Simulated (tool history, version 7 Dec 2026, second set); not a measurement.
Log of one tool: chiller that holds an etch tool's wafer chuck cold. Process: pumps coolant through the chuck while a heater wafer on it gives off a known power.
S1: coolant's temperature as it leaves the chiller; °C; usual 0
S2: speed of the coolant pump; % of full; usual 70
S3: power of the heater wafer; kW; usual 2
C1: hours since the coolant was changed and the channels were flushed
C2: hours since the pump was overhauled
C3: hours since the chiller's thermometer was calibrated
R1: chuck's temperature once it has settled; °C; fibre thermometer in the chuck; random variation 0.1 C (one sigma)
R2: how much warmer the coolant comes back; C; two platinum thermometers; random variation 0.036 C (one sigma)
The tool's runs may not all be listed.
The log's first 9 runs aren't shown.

run 10 hour=351.8 | S1=0 S2=70 S3=2 | C1=5977 C2=2171 C3=3607 | R1=25.1 R2=6.79
run 11 hour=396.5 | S1=0 S2=70 S3=2 | C1=6022 C2=2216 C3=3652 | R1=25 R2=6.79
run 12 hour=442.7 | S1=0 S2=70 S3=2 | C1=6068 C2=2262 C3=3698 | R1=25.1 R2=6.77
-- hour=490.4 gauge calibrated
run 13 hour=495.3 | S1=0 S2=70 S3=2 | C1=6121 C2=2314 C3=3751 | R1=25.2 R2=6.6
run 14 hour=529 | S1=0 S2=70 S3=2 | C1=6155 C2=2348 C3=3784 | R1=25.2 R2=6.63
-- hour=568.2 coolant changed, channels flushed
run 15 hour=576.5 | S1=0 S2=70 S3=2 | C1=8 C2=2390 C3=3826 | R1=25.2 R2=6.63
run 16 hour=625.7 | S1=0 S2=70 S3=2 | C1=58 C2=2439 C3=3875 | R1=25.2 R2=6.64
run 17 hour=659 | S1=0 S2=95 S3=2.308 | C1=91 C2=2472 C3=3908 | R1=23.9 R2=5.57
run 18 hour=681.8 | S1=0 S2=95 S3=2.308 | C1=114 C2=2495 C3=3931 | R1=23.8 R2=5.56
run 19 hour=723.5 | S1=-5 S2=66 S3=1.357 | C1=155 C2=2537 C3=3973 | R1=12.7 R2=4.86
run 20 hour=763.6 | S1=-5 S2=66 S3=1.357 | C1=195 C2=2577 C3=4013 | R1=12.7 R2=4.86
run 21 hour=792 | S1=-5 S2=66 S3=1.357 | C1=224 C2=2605 C3=4042 | R1=12.9 R2=4.94
run 22 hour=841.5 | S1=-5 S2=66 S3=1.357 | C1=273 C2=2655 C3=4091 | R1=12.6 R2=4.89
run 23 hour=887.3 | S1=-5 S2=66 S3=1.357 | C1=319 C2=2700 C3=4137 | R1=12.7 R2=5
run 24 hour=940.5 | S1=7 S2=67 S3=1.262 | C1=372 C2=2754 C3=4190 | R1=23.4 R2=4.58
run 25 hour=992.9 | S1=-4 S2=67 S3=1.262 | C1=425 C2=2806 C3=4242 | R1=12.2 R2=4.61
run 26 hour=1036.4 | S1=-4 S2=67 S3=1.765 | C1=468 C2=2849 C3=4286 | R1=18.8 R2=6.36
-- hour=1044.2 chiller's thermometer calibrated
run 27 hour=1076.6 | S1=3 S2=83 S3=1.765 | C1=507 C2=2889 C3=32 | R1=23 R2=5.14
run 28 hour=1124.3 | S1=3 S2=65 S3=2.387 | C1=555 C2=2936 C3=80 | R1=34.4 R2=8.77
run 29 hour=1153.1 | S1=-9 S2=70 S3=2 | C1=584 C2=2965 C3=109 | R1=16.2 R2=6.97
run 30 hour=1199 | S1=8 S2=65 S3=1.063 | C1=630 C2=3011 C3=155 | R1=21.9 R2=4.12
run 31 hour=1224.7 | S1=-2 S2=94 S3=2 | C1=656 C2=3037 C3=180 | R1=18.8 R2=5.2

3 ways to go on from here, each from the tool as it stands after run 31. What would each give?
run A hour=1276 | S1=-9 S2=70 S3=2 | C1=707 C2=3088 C3=232 | R1=? R2=?
run B hour=1276 | S1=8 S2=74 S3=2.152 | C1=707 C2=3088 C3=232 | R1=? R2=?
run C hour=1276 | S1=-7 S2=73 S3=1.619 | C1=707 C2=3088 C3=232 | R1=? R2=?

run=A R1=16 R2=7.02
run=B R1=34 R2=7.16
run=C R1=13 R2=5.5
Without the tool's hidden state the same runs would have given:
run=A R1=16 R2=6.58
run=B R1=34 R2=6.72
run=C R1=13 R2=5.07
